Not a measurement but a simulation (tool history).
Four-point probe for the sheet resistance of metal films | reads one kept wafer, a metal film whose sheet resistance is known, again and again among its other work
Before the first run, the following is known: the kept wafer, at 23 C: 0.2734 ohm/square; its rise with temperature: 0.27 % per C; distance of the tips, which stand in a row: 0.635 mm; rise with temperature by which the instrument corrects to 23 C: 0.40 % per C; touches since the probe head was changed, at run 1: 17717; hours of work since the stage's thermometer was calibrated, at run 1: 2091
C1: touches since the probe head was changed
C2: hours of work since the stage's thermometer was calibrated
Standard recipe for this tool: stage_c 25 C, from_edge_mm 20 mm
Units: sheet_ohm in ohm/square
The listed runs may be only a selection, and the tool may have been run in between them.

{"run": 1, "day": 0.0, "stage_c": 25, "from_edge_mm": 20, "C1": 17717, "C2": 2091, "sheet_ohm": 0.272696}
{"run": 2, "day": 0.588, "stage_c": 19, "from_edge_mm": 20, "C1": 18214, "C2": 2100, "sheet_ohm": 0.274586}
{"run": 3, "day": 0.871, "stage_c": 25, "from_edge_mm": 20, "C1": 18456, "C2": 2105, "sheet_ohm": 0.272687}
{"run": 4, "day": 1.475, "stage_c": 21, "from_edge_mm": 20, "C1": 18966, "C2": 2114, "sheet_ohm": 0.273993}
{"run": 5, "day": 1.904, "stage_c": 22, "from_edge_mm": 20, "C1": 19329, "C2": 2121, "sheet_ohm": 0.273694}
{"run": 6, "day": 2.554, "stage_c": 25, "from_edge_mm": 20, "C1": 19881, "C2": 2131, "sheet_ohm": 0.27256}
{"run": 7, "day": 2.883, "stage_c": 25, "from_edge_mm": 20, "C1": 20159, "C2": 2137, "sheet_ohm": 0.272505}
{"run": 8, "day": 3.358, "stage_c": 25, "from_edge_mm": 19, "C1": 20564, "C2": 2144, "sheet_ohm": 0.272496}
{"run": 9, "day": 3.825, "stage_c": 25, "from_edge_mm": 19, "C1": 20957, "C2": 2151, "sheet_ohm": 0.272545}
{"run": 10, "day": 4.396, "stage_c": 25, "from_edge_mm": 19, "C1": 21443, "C2": 2160, "sheet_ohm": 0.272566}
{"run": 11, "day": 4.912, "stage_c": 25, "from_edge_mm": 20, "C1": 21879, "C2": 2169, "sheet_ohm": 0.272476}
{"run": 12, "day": 5.412, "stage_c": 25, "from_edge_mm": 7, "C1": 22302, "C2": 2176, "sheet_ohm": 0.273657}
{"day": 5.492, "done": "stage's thermometer calibrated"}
{"run": 13, "day": 5.879, "stage_c": 25, "from_edge_mm": 7, "C1": 22682, "C2": 6, "sheet_ohm": 0.273773}
{"run": 14, "day": 6.408, "stage_c": 25, "from_edge_mm": 7, "C1": 23129, "C2": 14, "sheet_ohm": 0.273669}
{"run": 15, "day": 6.7, "stage_c": 23, "from_edge_mm": 20, "C1": 23374, "C2": 19, "sheet_ohm": 0.273331}
{"run": 16, "day": 7.15, "stage_c": 23, "from_edge_mm": 20, "C1": 23758, "C2": 26, "sheet_ohm": 0.273405}
{"run": 17, "day": 7.525, "stage_c": 25, "from_edge_mm": 13, "C1": 24074, "C2": 32, "sheet_ohm": 0.272801}
{"run": 18, "day": 8.075, "stage_c": 25, "from_edge_mm": 13, "C1": 24540, "C2": 41, "sheet_ohm": 0.272903}
{"run": 19, "day": 8.421, "stage_c": 25, "from_edge_mm": 20, "C1": 24833, "C2": 46, "sheet_ohm": 0.272778}
{"day": 8.704, "done": "stage's thermometer calibrated, once more"}
{"run": 20, "day": 9.108, "stage_c": 25, "from_edge_mm": 20, "C1": 25399, "C2": 6, "sheet_ohm": 0.272176}
{"run": 21, "day": 9.408, "stage_c": 25, "from_edge_mm": 20, "C1": 25652, "C2": 11, "sheet_ohm": 0.272148}
{"run": 22, "day": 10.079, "stage_c": 25, "from_edge_mm": 11, "C1": 26222, "C2": 22, "sheet_ohm": 0.272462}
{"run": 23, "day": 10.538, "stage_c": 25, "from_edge_mm": 11, "C1": 26608, "C2": 29, "sheet_ohm": 0.272478}
{"run": 24, "day": 10.975, "stage_c": 33, "from_edge_mm": 20, "C1": 26979, "C2": 36, "sheet_ohm": 0.269626}
{"run": 25, "day": 11.396, "stage_c": 29, "from_edge_mm": 5, "C1": 27337, "C2": 42, "sheet_ohm": 0.273092}
{"run": 26, "day": 11.967, "stage_c": 28, "from_edge_mm": 6, "C1": 27820, "C2": 51, "sheet_ohm": 0.272678}
{"run": 27, "day": 12.242, "stage_c": 28, "from_edge_mm": 6, "C1": 28052, "C2": 56, "sheet_ohm": 0.272652}
{"run": 28, "day": 12.821, "stage_c": 33, "from_edge_mm": 20, "C1": 28542, "C2": 65, "sheet_ohm": 0.26961}
{"run": 29, "day": 13.275, "stage_c": 23, "from_edge_mm": 24, "C1": 28930, "C2": 72, "sheet_ohm": 0.272717}
{"run": 30, "day": 13.767, "stage_c": 23, "from_edge_mm": 24, "C1": 29344, "C2": 80, "sheet_ohm": 0.272886}
{"run": 31, "day": 14.104, "stage_c": 32, "from_edge_mm": 39, "C1": 29632, "C2": 85, "sheet_ohm": 0.269771}
{"run": 32, "day": 14.533, "stage_c": 30, "from_edge_mm": 12, "C1": 29994, "C2": 92, "sheet_ohm": 0.270745}
{"run": 33, "day": 14.821, "stage_c": 28, "from_edge_mm": 28, "C1": 30240, "C2": 96, "sheet_ohm": 0.271073}
{"run": 34, "day": 15.262, "stage_c": 23, "from_edge_mm": 20, "C1": 30612, "C2": 103, "sheet_ohm": 0.272871}
{"run": 35, "day": 15.588, "stage_c": 32, "from_edge_mm": 13, "C1": 30889, "C2": 108, "sheet_ohm": 0.270114}
{"run": 36, "day": 16.008, "stage_c": 23, "from_edge_mm": 4, "C1": 31243, "C2": 115, "sheet_ohm": 0.276364}
{"run": 37, "day": 16.579, "stage_c": 23, "from_edge_mm": 4, "C1": 31729, "C2": 124, "sheet_ohm": 0.27634}
{"run": 38, "day": 17.096, "stage_c": 23, "from_edge_mm": 4, "C1": 32164, "C2": 132, "sheet_ohm": 0.276293}
{"run": 39, "day": 17.412, "stage_c": 20, "from_edge_mm": 3, "C1": 32434, "C2": 137, "sheet_ohm": 0.280113}
{"run": 40, "day": 18.025, "stage_c": 30, "from_edge_mm": 43, "C1": 32951, "C2": 147, "sheet_ohm": 0.27034}
{"run": 41, "day": 18.338, "stage_c": 30, "from_edge_mm": 43, "C1": 33218, "C2": 152, "sheet_ohm": 0.270278}
{"run": 42, "day": 18.858, "stage_c": 22, "from_edge_mm": 7, "C1": 33658, "C2": 160, "sheet_ohm": 0.274257}
{"run": 43, "day": 19.142, "stage_c": 21, "from_edge_mm": 49, "C1": 33900, "C2": 164, "sheet_ohm": 0.273403}
{"run": 44, "day": 19.742, "stage_c": 21, "from_edge_mm": 49, "C1": 34406, "C2": 174, "sheet_ohm": 0.273323}
{"run": 45, "day": 20.208, "stage_c": 21, "from_edge_mm": 49, "C1": 34801, "C2": 181, "sheet_ohm": 0.273402}

Entry by entry between the runs, the difference in hidden state between the last listed run before and the first listed run after:
Runs 12 to 13: stage's thermometer calibrated (day 5.492)
  inner tips' distance over the nominal, %: -0.214 -> -0.217; tips' flats over new ones', %: 13 -> 14; wafer's true temperature over the reading, C: 0.41 -> 0.62
  measured minus no-state result, sheet_ohm: -0.000332 -> -0.000181 ohm/square
Runs 19 to 20: stage's thermometer calibrated, once more (day 8.704)
  inner tips' distance over the nominal, %: -0.229 -> -0.233; wafer's true temperature over the reading, C: 0.63 -> 0.06
  measured minus no-state result, sheet_ohm: -0.000213 -> -0.00064 ohm/square
